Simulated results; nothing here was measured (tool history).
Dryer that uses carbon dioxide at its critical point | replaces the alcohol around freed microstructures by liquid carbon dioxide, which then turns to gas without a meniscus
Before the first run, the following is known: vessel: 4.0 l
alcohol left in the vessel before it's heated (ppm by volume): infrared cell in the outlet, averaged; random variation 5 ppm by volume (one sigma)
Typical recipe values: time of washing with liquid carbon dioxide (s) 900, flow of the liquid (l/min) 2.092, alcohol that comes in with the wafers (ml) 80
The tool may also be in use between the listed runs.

run	day	time of washing with liquid carbon dioxide (s)	flow of the liquid (l/min)	alcohol that comes in with the wafers (ml)	alcohol left in the vessel before it's heated (ppm by volume)
1	0.000	900	2.092	80	155
2	0.683	900	2.092	80	146
3	1.562	900	2.092	80	166
4	2.404	900	2.092	80	165
5	3.338	900	2.092	80	180
6	3.788	780	2.370	95	179
7	4.446	780	2.370	95	183
8	5.125	1200	1.490	35	167
9	5.542	1200	1.490	35	166
10	6.479	660	3.330	35	156

4 ways to go on from here, each from the tool as it stands after run 10. What would each give?
A	6.988	660	2.420	71	?
B	6.988	900	3.330	63	?
C	6.988	660	2.070	70	?
D	6.988	600	2.092	40	?

run	alcohol left in the vessel before it's heated (ppm by volume)
A	222
B	160
C	329
D	306
Without the tool's hidden state the same runs would have given:
run	alcohol left in the vessel before it's heated (ppm by volume)
A	45
B	7
C	112
D	107
